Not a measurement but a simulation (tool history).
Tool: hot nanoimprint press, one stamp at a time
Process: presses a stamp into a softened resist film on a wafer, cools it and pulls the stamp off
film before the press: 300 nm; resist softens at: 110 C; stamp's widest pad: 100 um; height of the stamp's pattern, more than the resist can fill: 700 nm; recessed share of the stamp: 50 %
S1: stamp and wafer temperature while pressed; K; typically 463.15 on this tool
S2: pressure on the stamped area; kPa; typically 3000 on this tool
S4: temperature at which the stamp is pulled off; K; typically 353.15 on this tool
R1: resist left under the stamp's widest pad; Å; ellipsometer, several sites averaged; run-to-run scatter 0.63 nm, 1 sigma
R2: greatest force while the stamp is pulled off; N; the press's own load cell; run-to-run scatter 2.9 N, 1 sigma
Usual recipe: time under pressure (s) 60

{"run": 1, "hour": 0.0, "S1": 463.15, "S2": 3000, "time under pressure (s)": 60, "S4": 353.15, "R1": 1415, "R2": 235}
{"hour": 17.3, "done": "stamp cleaned and given a new release coat"}
{"run": 2, "hour": 48.8, "S1": 463.15, "S2": 3000, "time under pressure (s)": 60, "S4": 353.15, "R1": 1429, "R2": 185}
{"run": 3, "hour": 115.1, "S1": 463.15, "S2": 3000, "time under pressure (s)": 60, "S4": 353.15, "R1": 1439, "R2": 192}
{"run": 4, "hour": 199.2, "S1": 463.15, "S2": 3000, "time under pressure (s)": 60, "S4": 353.15, "R1": 1448, "R2": 200}
{"run": 5, "hour": 280.6, "S1": 463.15, "S2": 3000, "time under pressure (s)": 60, "S4": 353.15, "R1": 1473, "R2": 214}
{"run": 6, "hour": 357.4, "S1": 463.15, "S2": 3000, "time under pressure (s)": 60, "S4": 353.15, "R1": 1478, "R2": 213}
{"run": 7, "hour": 422.1, "S1": 463.15, "S2": 3000, "time under pressure (s)": 60, "S4": 353.15, "R1": 1490, "R2": 222}
{"run": 8, "hour": 463.2, "S1": 462.15, "S2": 2380, "time under pressure (s)": 46, "S4": 342.15, "R1": 1848, "R2": 267}
{"run": 9, "hour": 513.3, "S1": 470.15, "S2": 2860, "time under pressure (s)": 46, "S4": 342.15, "R1": 1315, "R2": 277}
{"hour": 563.2, "done": "stamp cleaned and given a new release coat"}
{"run": 10, "hour": 590.7, "S1": 463.15, "S2": 3000, "time under pressure (s)": 86, "S4": 342.15, "R1": 1336, "R2": 230}
{"run": 11, "hour": 680.2, "S1": 463.15, "S2": 2900, "time under pressure (s)": 86, "S4": 342.15, "R1": 1372, "R2": 236}
{"run": 12, "hour": 722.1, "S1": 454.15, "S2": 3000, "time under pressure (s)": 60, "S4": 342.15, "R1": 2101, "R2": 238}
{"hour": 763.1, "done": "plate thermocouple calibrated"}
{"run": 13, "hour": 812.8, "S1": 454.15, "S2": 3000, "time under pressure (s)": 60, "S4": 342.15, "R1": 1936, "R2": 235}
{"run": 14, "hour": 891.7, "S1": 463.15, "S2": 3000, "time under pressure (s)": 41, "S4": 359.15, "R1": 1615, "R2": 194}

What if the next run were any one of these 5? Each begins from the tool's condition after run 14:
{"run": "A", "hour": 970.0, "S1": 456.15, "S2": 2940, "time under pressure (s)": 97, "S4": 353.15, "R1": "?", "R2": "?"}
{"run": "B", "hour": 970.0, "S1": 463.15, "S2": 3000, "time under pressure (s)": 50, "S4": 359.15, "R1": "?", "R2": "?"}
{"run": "C", "hour": 970.0, "S1": 474.15, "S2": 3000, "time under pressure (s)": 41, "S4": 356.15, "R1": "?", "R2": "?"}
{"run": "D", "hour": 970.0, "S1": 468.15, "S2": 3000, "time under pressure (s)": 97, "S4": 348.15, "R1": "?", "R2": "?"}
{"run": "E", "hour": 970.0, "S1": 463.15, "S2": 1930, "time under pressure (s)": 41, "S4": 357.15, "R1": "?", "R2": "?"}

run=A R1=1608 R2=225
run=B R1=1535 R2=205
run=C R1=1113 R2=209
run=D R1=1001 R2=245
run=E R1=1958 R2=202
Take away the tool's hidden state, keep each run's random variation, and the runs would have read:
run=A R1=1574 R2=186
run=B R1=1503 R2=168
run=C R1=1089 R2=172
run=D R1=978 R2=202
run=E R1=1932 R2=166

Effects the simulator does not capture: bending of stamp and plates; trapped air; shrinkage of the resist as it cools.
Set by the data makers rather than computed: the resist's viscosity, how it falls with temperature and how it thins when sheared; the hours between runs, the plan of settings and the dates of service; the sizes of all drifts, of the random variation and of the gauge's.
